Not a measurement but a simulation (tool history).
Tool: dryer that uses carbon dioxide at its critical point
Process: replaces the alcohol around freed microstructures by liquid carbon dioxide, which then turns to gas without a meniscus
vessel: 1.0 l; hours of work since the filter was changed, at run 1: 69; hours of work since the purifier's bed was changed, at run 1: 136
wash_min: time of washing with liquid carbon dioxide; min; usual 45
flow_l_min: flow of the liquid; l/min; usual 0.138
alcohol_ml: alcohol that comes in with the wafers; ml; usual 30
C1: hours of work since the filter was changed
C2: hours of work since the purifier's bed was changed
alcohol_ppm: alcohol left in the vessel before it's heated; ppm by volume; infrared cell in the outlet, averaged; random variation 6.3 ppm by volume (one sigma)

{"run": 1, "hour": 0.0, "wash_min": 45, "flow_l_min": 0.138, "alcohol_ml": 30, "C1": 69, "C2": 136, "alcohol_ppm": 316}
{"run": 2, "hour": 6.7, "wash_min": 54, "flow_l_min": 0.138, "alcohol_ml": 30, "C1": 73, "C2": 140, "alcohol_ppm": 137}
{"run": 3, "hour": 11.6, "wash_min": 29, "flow_l_min": 0.138, "alcohol_ml": 30, "C1": 76, "C2": 143, "alcohol_ppm": 1624}
{"run": 4, "hour": 15.4, "wash_min": 29, "flow_l_min": 0.138, "alcohol_ml": 30, "C1": 78, "C2": 146, "alcohol_ppm": 1597}
{"run": 5, "hour": 21.9, "wash_min": 45, "flow_l_min": 0.138, "alcohol_ml": 30, "C1": 83, "C2": 150, "alcohol_ppm": 338}
{"run": 6, "hour": 29.8, "wash_min": 45, "flow_l_min": 0.138, "alcohol_ml": 30, "C1": 88, "C2": 155, "alcohol_ppm": 337}
{"run": 7, "hour": 35.4, "wash_min": 45, "flow_l_min": 0.138, "alcohol_ml": 30, "C1": 91, "C2": 159, "alcohol_ppm": 369}
{"run": 8, "hour": 39.2, "wash_min": 41, "flow_l_min": 0.138, "alcohol_ml": 30, "C1": 94, "C2": 161, "alcohol_ppm": 512}
{"run": 9, "hour": 47.8, "wash_min": 41, "flow_l_min": 0.138, "alcohol_ml": 30, "C1": 99, "C2": 166, "alcohol_ppm": 525}
{"run": 10, "hour": 52.0, "wash_min": 45, "flow_l_min": 0.138, "alcohol_ml": 30, "C1": 102, "C2": 169, "alcohol_ppm": 352}
{"run": 11, "hour": 60.9, "wash_min": 45, "flow_l_min": 0.138, "alcohol_ml": 30, "C1": 107, "C2": 175, "alcohol_ppm": 358}
{"run": 12, "hour": 65.2, "wash_min": 45, "flow_l_min": 0.138, "alcohol_ml": 30, "C1": 110, "C2": 178, "alcohol_ppm": 367}
{"run": 13, "hour": 70.9, "wash_min": 45, "flow_l_min": 0.138, "alcohol_ml": 30, "C1": 114, "C2": 181, "alcohol_ppm": 357}
{"run": 14, "hour": 78.2, "wash_min": 45, "flow_l_min": 0.104, "alcohol_ml": 30, "C1": 118, "C2": 186, "alcohol_ppm": 1023}
{"run": 15, "hour": 85.8, "wash_min": 45, "flow_l_min": 0.104, "alcohol_ml": 30, "C1": 123, "C2": 191, "alcohol_ppm": 1041}
{"run": 16, "hour": 91.0, "wash_min": 45, "flow_l_min": 0.104, "alcohol_ml": 30, "C1": 127, "C2": 194, "alcohol_ppm": 1030}
{"run": 17, "hour": 98.5, "wash_min": 45, "flow_l_min": 0.104, "alcohol_ml": 30, "C1": 131, "C2": 199, "alcohol_ppm": 1037}
{"run": 18, "hour": 107.7, "wash_min": 45, "flow_l_min": 0.104, "alcohol_ml": 30, "C1": 137, "C2": 205, "alcohol_ppm": 1076}
{"run": 19, "hour": 116.3, "wash_min": 48, "flow_l_min": 0.104, "alcohol_ml": 30, "C1": 143, "C2": 210, "alcohol_ppm": 865}
{"run": 20, "hour": 121.3, "wash_min": 48, "flow_l_min": 0.131, "alcohol_ml": 30, "C1": 146, "C2": 213, "alcohol_ppm": 389}
{"run": 21, "hour": 128.8, "wash_min": 48, "flow_l_min": 0.131, "alcohol_ml": 30, "C1": 151, "C2": 218, "alcohol_ppm": 392}
{"run": 22, "hour": 132.6, "wash_min": 48, "flow_l_min": 0.131, "alcohol_ml": 30, "C1": 153, "C2": 220, "alcohol_ppm": 378}
{"run": 23, "hour": 138.9, "wash_min": 48, "flow_l_min": 0.131, "alcohol_ml": 30, "C1": 157, "C2": 224, "alcohol_ppm": 396}
{"run": 24, "hour": 147.9, "wash_min": 48, "flow_l_min": 0.131, "alcohol_ml": 30, "C1": 163, "C2": 230, "alcohol_ppm": 388}
{"run": 25, "hour": 157.0, "wash_min": 48, "flow_l_min": 0.131, "alcohol_ml": 30, "C1": 168, "C2": 236, "alcohol_ppm": 405}
{"run": 26, "hour": 161.3, "wash_min": 48, "flow_l_min": 0.161, "alcohol_ml": 37, "C1": 171, "C2": 239, "alcohol_ppm": 214}
{"run": 27, "hour": 167.5, "wash_min": 31, "flow_l_min": 0.138, "alcohol_ml": 30, "C1": 175, "C2": 243, "alcohol_ppm": 1560}
{"run": 28, "hour": 174.5, "wash_min": 37, "flow_l_min": 0.138, "alcohol_ml": 87, "C1": 180, "C2": 247, "alcohol_ppm": 2548}
{"run": 29, "hour": 179.7, "wash_min": 45, "flow_l_min": 0.138, "alcohol_ml": 119, "C1": 183, "C2": 250, "alcohol_ppm": 1641}
{"run": 30, "hour": 185.8, "wash_min": 45, "flow_l_min": 0.138, "alcohol_ml": 27, "C1": 187, "C2": 254, "alcohol_ppm": 397}
{"run": 31, "hour": 194.1, "wash_min": 45, "flow_l_min": 0.138, "alcohol_ml": 27, "C1": 192, "C2": 259, "alcohol_ppm": 415}
{"run": 32, "hour": 200.8, "wash_min": 45, "flow_l_min": 0.138, "alcohol_ml": 27, "C1": 196, "C2": 264, "alcohol_ppm": 412}
{"run": 33, "hour": 207.5, "wash_min": 30, "flow_l_min": 0.115, "alcohol_ml": 105, "C1": 201, "C2": 268, "alcohol_ppm": 9763}
{"run": 34, "hour": 215.6, "wash_min": 48, "flow_l_min": 0.226, "alcohol_ml": 102, "C1": 206, "C2": 273, "alcohol_ppm": 110}
{"run": 35, "hour": 224.3, "wash_min": 34, "flow_l_min": 0.138, "alcohol_ml": 94, "C1": 211, "C2": 279, "alcohol_ppm": 3872}
{"run": 36, "hour": 232.5, "wash_min": 36, "flow_l_min": 0.19, "alcohol_ml": 70, "C1": 216, "C2": 284, "alcohol_ppm": 723}
{"run": 37, "hour": 239.4, "wash_min": 31, "flow_l_min": 0.153, "alcohol_ml": 37, "C1": 221, "C2": 288, "alcohol_ppm": 1575}
{"run": 38, "hour": 246.2, "wash_min": 61, "flow_l_min": 0.168, "alcohol_ml": 94, "C1": 225, "C2": 293, "alcohol_ppm": 132}
{"run": 39, "hour": 252.3, "wash_min": 48, "flow_l_min": 0.109, "alcohol_ml": 28, "C1": 229, "C2": 296, "alcohol_ppm": 856}
{"run": 40, "hour": 258.1, "wash_min": 39, "flow_l_min": 0.109, "alcohol_ml": 21, "C1": 233, "C2": 300, "alcohol_ppm": 1243}
{"run": 41, "hour": 265.5, "wash_min": 60, "flow_l_min": 0.083, "alcohol_ml": 28, "C1": 237, "C2": 305, "alcohol_ppm": 1007}
{"run": 42, "hour": 274.5, "wash_min": 60, "flow_l_min": 0.083, "alcohol_ml": 28, "C1": 243, "C2": 311, "alcohol_ppm": 998}

Forecast run 43:
{"run": 43, "hour": 280.7, "wash_min": 60, "flow_l_min": 0.083, "alcohol_ml": 28, "C1": 247, "C2": 315, "alcohol_ppm": "?"}

{"run 43": {"alcohol_ppm": 995}}
Without the tool's hidden state the same run would have given alcohol_ppm 563 ppm by volume.
